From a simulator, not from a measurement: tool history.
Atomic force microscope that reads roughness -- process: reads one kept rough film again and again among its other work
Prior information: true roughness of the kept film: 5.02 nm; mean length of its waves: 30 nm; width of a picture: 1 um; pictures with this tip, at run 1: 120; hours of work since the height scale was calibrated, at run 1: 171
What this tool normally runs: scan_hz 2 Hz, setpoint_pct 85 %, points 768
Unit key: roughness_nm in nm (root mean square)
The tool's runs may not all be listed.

run   hour  scan_hz  setpoint_pct  points  pictures with this tip  hours of work since the height scale was calibrated  roughness_nm
  1    0.0        2            85     768                     120                                                  171         2.684
  2   23.5        2            85     768                     144                                                  182         2.550
  3   41.4        2            85     768                     162                                                  190         2.483
  4   57.1        2            85     768                     178                                                  197         2.424
  5   69.0        2            85     768                     191                                                  203         2.369
  6   86.7        2            85     333                     209                                                  211         2.282
  7  105.1        2            85     768                     228                                                  220         2.251

Forecast run 8:
     107.4  -- height scale calibrated on a step standard
  8  122.4        2            85     768                     244                                                    7             ?

roughness_nm: 2.195 nm (root mean square)
With no hidden state in the tool, this same run would have given roughness_nm 3.471 nm (root mean square).
